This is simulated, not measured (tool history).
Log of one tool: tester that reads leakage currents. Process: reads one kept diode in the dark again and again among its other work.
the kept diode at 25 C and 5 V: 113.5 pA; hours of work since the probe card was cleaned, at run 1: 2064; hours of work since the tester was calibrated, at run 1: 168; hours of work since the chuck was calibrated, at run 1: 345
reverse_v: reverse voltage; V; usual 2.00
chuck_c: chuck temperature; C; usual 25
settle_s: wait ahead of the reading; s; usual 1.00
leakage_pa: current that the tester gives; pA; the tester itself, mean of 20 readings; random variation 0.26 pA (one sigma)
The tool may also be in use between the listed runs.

run    hour  reverse_v  chuck_c  settle_s  hours of work since the probe card was cleaned  hours of work since the tester was calibrated  hours of work since the chuck was calibrated  leakage_pa
  1     0.0       2.00       25      1.00                                            2064                                            168                                           345       93.36
  2    24.7       6.93       25      1.00                                            2077                                            182                                           358      144.30
  3    76.6       2.00       25      1.00                                            2106                                            210                                           386       93.74
  4   103.3       2.00       25      1.00                                            2120                                            225                                           401       94.47
  5   149.6       2.00       25      1.00                                            2145                                            250                                           426       94.71
  6   174.7       2.00       25      1.00                                            2159                                            264                                           440       94.81
  7   203.1       2.00       25      0.32                                            2175                                            279                                           455       96.31
  8   238.6       2.00       44      1.00                                            2194                                            298                                           475      450.58
  9   266.6       2.00       27      1.00                                            2209                                            314                                           490      114.47
 10   298.2       2.00       27      1.00                                            2226                                            331                                           507      114.33
 11   348.8       2.00       27      1.00                                            2254                                            359                                           535      115.02
 12   382.1       2.00       25      0.37                                            2272                                            377                                           553       98.45
 13   433.0       1.26       25      0.37                                            2300                                            404                                           581       84.42
 14   490.4       1.26       25      0.37                                            2331                                            436                                           612       84.12
 15   531.3       1.26       25      0.37                                            2354                                            458                                           634       85.06
 16   583.9       1.26       25      0.37                                            2382                                            487                                           663       86.17
 17   638.6       1.26       25      0.37                                            2412                                            517                                           693       86.65
 18   686.3       2.00       25      1.00                                            2438                                            543                                           719      100.94
 19   725.4       2.00       25      1.00                                            2459                                            564                                           740      101.33
 20   753.0       2.00       25      1.00                                            2475                                            579                                           755      101.99
 21   794.0       2.00       25      1.00                                            2497                                            601                                           778      102.42
 22   827.9       2.00       21      4.66                                            2515                                            620                                           796       72.75
 23   860.6      12.22       42      1.62                                            2533                                            638                                           814      760.15
 24   892.1       3.02       23      1.01                                            2550                                            655                                           831      100.93
 25   936.4       3.02       23      1.01                                            2575                                            679                                           855      101.26
 26   993.5       9.76       38      1.11                                            2606                                            710                                           886      524.08
     1018.6  -- chuck's temperature calibrated
 27  1021.9      12.27       38      1.11                                            2620                                            725                                             2      468.46
 28  1054.2       6.31       30      0.79                                            2638                                            742                                            19      195.75
     1061.2  -- tester calibrated
 29  1088.1      12.06       25      0.58                                            2655                                             15                                            37      167.74
 30  1130.6       2.04       27      0.46                                            2678                                             38                                            60      104.43
 31  1164.0       2.04       27      0.46                                            2696                                             56                                            78      104.73
 32  1211.6       2.04       27      0.46                                            2722                                             82                                           104      105.59
 33  1241.2       4.64       27      1.04                                            2739                                             98                                           120      139.52
 34  1294.8       4.31       22      3.21                                            2768                                            127                                           150       89.79
 35  1332.7       6.79       25      5.53                                            2788                                            148                                           170      136.63
     1360.2  -- tester calibrated, once more
 36  1360.2       2.00       36      1.00                                            2802                                              0                                           184      221.92
 37  1399.2       2.00       36      1.00                                            2824                                             21                                           205      222.80
 38  1438.9       2.00       38      1.00                                            2845                                             43                                           227      264.35
 39  1469.4       2.00       38      1.00                                            2862                                             60                                           244      263.50
     1513.5  -- probe card cleaned and baked
 40  1525.7       2.00       38      1.00                                               7                                             89                                           273      263.31
 41  1561.5       2.21       31      0.74                                              26                                            108                                           292      153.56

3 ways to go on from here, each from the tool as it stands after run 41. What would each give?
  A  1602.1       3.23       36      0.74                                              48                                            130                                           314           ?
  B  1602.1       2.21       28      0.74                                              48                                            130                                           314           ?
  C  1602.1       5.24       24      1.27                                              48                                            130                                           314           ?

run  leakage_pa
  A      265.68
  B      120.89
  C      112.11
Without the tool's hidden state the same runs would have given:
run  leakage_pa
  A      252.05
  B      114.37
  C      105.87
